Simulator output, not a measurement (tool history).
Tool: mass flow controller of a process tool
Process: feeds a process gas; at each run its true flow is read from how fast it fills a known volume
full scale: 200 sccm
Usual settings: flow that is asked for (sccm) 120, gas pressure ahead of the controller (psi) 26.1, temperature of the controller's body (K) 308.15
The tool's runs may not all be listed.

| run | hour | flow that is asked for (sccm) | gas pressure ahead of the controller (psi) | temperature of the controller's body (K) | true flow (%) |
|---|---|---|---|---|---|
| 1 | 0.0 | 120 | 26.1 | 308.15 | 99.44 |
| 2 | 59.8 | 141 | 26.1 | 308.15 | 99.38 |
| 3 | 137.9 | 141 | 26.1 | 308.15 | 99.28 |
| 4 | 191.6 | 141 | 26.1 | 308.15 | 99.36 |
| 5 | 273.2 | 141 | 26.1 | 308.15 | 99.38 |
| 6 | 341.0 | 120 | 26.1 | 308.15 | 99.45 |
| 7 | 422.3 | 120 | 39.9 | 308.15 | 98.87 |
| 8 | 487.1 | 120 | 39.9 | 308.15 | 98.84 |
| 9 | 589.2 | 120 | 39.9 | 308.15 | 98.86 |
| 10 | 677.9 | 120 | 39.9 | 308.15 | 98.91 |
| 11 | 726.7 | 120 | 39.9 | 308.15 | 98.86 |
| 12 | 820.7 | 20 | 26.1 | 308.15 | 99.13 |
| 13 | 896.4 | 20 | 26.1 | 308.15 | 99.09 |
| 14 | 939.0 | 20 | 26.1 | 308.15 | 98.91 |
| 15 | 1009.1 | 120 | 26.1 | 308.15 | 99.35 |
| 16 | 1069.3 | 120 | 26.1 | 308.15 | 99.28 |
| 17 | 1154.8 | 120 | 26.1 | 308.15 | 99.30 |
| 18 | 1201.0 | 110 | 30.7 | 308.15 | 99.21 |
| 19 | 1247.7 | 110 | 30.2 | 308.15 | 99.22 |
| 20 | 1328.9 | 110 | 30.2 | 294.15 | 99.86 |
| 21 | 1374.3 | 162 | 27.7 | 308.15 | 99.53 |
| 22 | 1461.9 | 106 | 38.7 | 300.15 | 99.22 |
| 23 | 1557.1 | 106 | 38.7 | 300.15 | 99.21 |
| 24 | 1610.0 | 80 | 26.1 | 308.15 | 99.19 |
| 25 | 1695.6 | 148 | 26.1 | 293.15 | 100.25 |
| 26 | 1789.5 | 148 | 26.1 | 293.15 | 100.11 |
| 27 | 1866.9 | 120 | 39.0 | 308.15 | 99.05 |
| 28 | 1925.9 | 34 | 34.1 | 305.15 | 99.04 |

The next listed run, before its measurement:
| 29 | 1980.6 | 60 | 22.8 | 303.15 | ? |

true flow (%): 99.55
Without the tool's hidden state the same run would have given true flow (%) 99.56.
